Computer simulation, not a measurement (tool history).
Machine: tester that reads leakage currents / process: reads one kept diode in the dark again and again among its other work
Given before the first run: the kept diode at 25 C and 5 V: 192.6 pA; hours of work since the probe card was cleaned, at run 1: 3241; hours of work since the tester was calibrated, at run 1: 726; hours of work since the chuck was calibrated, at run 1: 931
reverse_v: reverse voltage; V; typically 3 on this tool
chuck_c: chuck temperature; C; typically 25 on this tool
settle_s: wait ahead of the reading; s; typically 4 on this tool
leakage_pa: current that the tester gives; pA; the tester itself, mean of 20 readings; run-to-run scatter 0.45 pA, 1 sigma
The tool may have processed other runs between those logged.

run,hour,reverse_v,chuck_c,settle_s,hours of work since the probe card was cleaned,hours of work since the tester was calibrated,hours of work since the chuck was calibrated,leakage_pa
1,0,3,25,4,3241,726,931,139.19
2,45.4,3,25,4,3270,755,960,138.08
3,87.4,3,25,1.55,3297,782,987,138.73
4,112.6,3,25,1.55,3313,798,1003,138.71
5,148,3,25,1.55,3335,820,1025,137.81
6,195,3,25,4,3365,850,1055,137.01
# hour 205.7: probe card cleaned and baked
7,238,3,25,4,21,876,1081,133.69
8,267.7,3,25,4,39,895,1100,133.21
9,307.8,3,25,5.42,65,920,1125,132.07
10,347.3,3,25,5.42,90,945,1150,132.43
11,394.9,3,25,5.42,120,976,1181,132.33
12,425.2,3,25,5.42,140,995,1200,131.39
# hour 429.6: chuck's temperature calibrated
13,455.2,18.1,25,4,157,1013,16,288.76
14,478.4,18.1,25,4,172,1027,31,289.1
# hour 513.6: chuck's temperature calibrated, once more
15,521.5,3,25,4,198,1054,5,151.03
16,552.7,3,25,4,218,1073,25,151.32
17,582.6,3,25,4,237,1093,44,150.03
18,602.4,3,25,4,250,1105,57,151.31
19,631.1,3,35,4,268,1123,75,301.64
20,665.9,3,60,4,290,1146,97,1443.1
21,702.6,8.35,27,0.76,314,1169,120,283.04
22,726.9,8.35,27,0.76,329,1184,136,284.48
23,769.4,8.35,27,0.76,356,1211,163,283.36
24,792.7,2.65,23,0.42,371,1226,178,121.65
25,835.4,2.65,23,0.46,398,1253,205,120.94
26,879.6,2.65,23,0.46,426,1282,233,121.33
27,912.2,4.32,25,4,447,1302,254,175.38
28,958.6,2.55,45,1.65,477,1332,283,525.8
29,992.6,2.41,41,0.33,498,1354,305,394.88
30,1040.8,1.75,59,7.89,529,1384,336,1016.5
31,1080.6,2.44,25,7.27,554,1410,361,131.67
32,1119.7,2.44,25,7.27,579,1434,386,132.03
33,1148.9,3,27,6.21,598,1453,404,167.44
34,1182.3,1.62,39,0.46,619,1474,426,282.07
35,1214.4,2.07,21,4,640,1495,446,90.27
36,1239,7.43,53,4,655,1510,462,1412.44
37,1278.1,7.43,53,4,680,1535,487,1414.69
38,1312.1,19.48,52,7.5,702,1557,508,2109.81
39,1350.4,2.53,25,1.16,726,1581,533,131.56

Selected run-to-run steps in leakage_pa, each split into two signed amounts: the part the tool would show with no hidden state at all (from settings, incoming material and random variation), and the remainder, which goes to the hidden state together with any gauge scatter not common to the measured and the hidden-state-free results:
Hidden state at play: stray current of the dirty probe card, pA a volt; current scale over the true one, %; true chuck temperature over the reading, C; drift of the gauge itself on leakage_pa, %.
Run 14 -> 15: reverse_v 18.1 -> 3, chuck's temperature calibrated, once more. leakage_pa -138.07 pA: hidden state +71.43, all else -209.5.
Run 20 -> 21: reverse_v 3 -> 8.35, chuck_c 60 -> 27, settle_s 4 -> 0.76. leakage_pa -1160.06 pA: hidden state +4.57, all else -1164.63.
Run 35 -> 36: reverse_v 2.07 -> 7.43, chuck_c 21 -> 53. leakage_pa +1322.17 pA: hidden state -54.3, all else +1376.47.
Run 38 -> 39: reverse_v 19.48 -> 2.53, chuck_c 52 -> 25, settle_s 7.5 -> 1.16. leakage_pa -1978.25 pA: hidden state +89.19, all else -2067.44.

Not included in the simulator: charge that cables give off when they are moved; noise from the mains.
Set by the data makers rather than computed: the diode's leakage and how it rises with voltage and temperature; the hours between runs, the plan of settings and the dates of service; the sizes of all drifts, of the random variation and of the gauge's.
